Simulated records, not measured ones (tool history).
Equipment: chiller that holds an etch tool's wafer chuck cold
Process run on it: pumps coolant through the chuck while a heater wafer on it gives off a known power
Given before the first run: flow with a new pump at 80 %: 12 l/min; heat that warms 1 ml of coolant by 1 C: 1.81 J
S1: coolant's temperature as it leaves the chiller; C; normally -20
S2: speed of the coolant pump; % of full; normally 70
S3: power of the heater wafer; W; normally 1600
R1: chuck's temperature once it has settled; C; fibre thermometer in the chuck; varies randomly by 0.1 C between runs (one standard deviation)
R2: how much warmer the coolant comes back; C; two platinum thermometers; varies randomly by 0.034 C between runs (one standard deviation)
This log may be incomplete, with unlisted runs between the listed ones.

run 1 hour=0 | S1=-20 S2=70 S3=1600 | R1=-7.7 R2=5.07
run 2 hour=39.8 | S1=-20 S2=70 S3=1600 | R1=-7.7 R2=5.05
run 3 hour=102.3 | S1=-20 S2=70 S3=1600 | R1=-7.7 R2=5.16
run 4 hour=158.8 | S1=-20 S2=70 S3=1600 | R1=-7.7 R2=5.07
run 5 hour=196.8 | S1=-20 S2=70 S3=1600 | R1=-7.6 R2=5.09
run 6 hour=236.4 | S1=-20 S2=70 S3=1600 | R1=-7.7 R2=5.02
run 7 hour=274.9 | S1=-20 S2=70 S3=1600 | R1=-7.8 R2=5.08
run 8 hour=321.2 | S1=-20 S2=70 S3=1600 | R1=-7.6 R2=5.06
run 9 hour=395.8 | S1=-20 S2=70 S3=1600 | R1=-7.5 R2=5.13
run 10 hour=460.2 | S1=-20 S2=70 S3=1600 | R1=-7.5 R2=5.02
run 11 hour=491.8 | S1=-20 S2=70 S3=1600 | R1=-7.5 R2=5.06
run 12 hour=547.7 | S1=-20 S2=64 S3=1600 | R1=-6.3 R2=5.55
run 13 hour=611.3 | S1=-20 S2=64 S3=1600 | R1=-6.2 R2=5.58
run 14 hour=675.6 | S1=-20 S2=64 S3=1600 | R1=-6.4 R2=5.61
run 15 hour=726.2 | S1=-20 S2=70 S3=1626 | R1=-7.2 R2=5.13
run 16 hour=786.7 | S1=-20 S2=70 S3=1626 | R1=-6.9 R2=5.17
run 17 hour=848.8 | S1=-19 S2=70 S3=1399 | R1=-8 R2=4.46
run 18 hour=887.3 | S1=-19 S2=70 S3=1399 | R1=-7.9 R2=4.5
run 19 hour=929.8 | S1=-10 S2=66 S3=1406 | R1=1.8 R2=4.78
run 20 hour=992.3 | S1=-24 S2=66 S3=1547 | R1=-11.1 R2=5.26
run 21 hour=1024.2 | S1=-24 S2=62 S3=1600 | R1=-9.9 R2=5.77
run 22 hour=1082.1 | S1=-24 S2=62 S3=1600 | R1=-9.7 R2=5.77

Forecast run 23:
run 23 hour=1121.8 | S1=-24 S2=62 S3=1700 | R1=? R2=?

{"run 23": {"R1": -8.9, "R2": 6.15}}
Had the tool carried no hidden state, the very same run would have given R1 -10.2 C, R2 6.05 C.

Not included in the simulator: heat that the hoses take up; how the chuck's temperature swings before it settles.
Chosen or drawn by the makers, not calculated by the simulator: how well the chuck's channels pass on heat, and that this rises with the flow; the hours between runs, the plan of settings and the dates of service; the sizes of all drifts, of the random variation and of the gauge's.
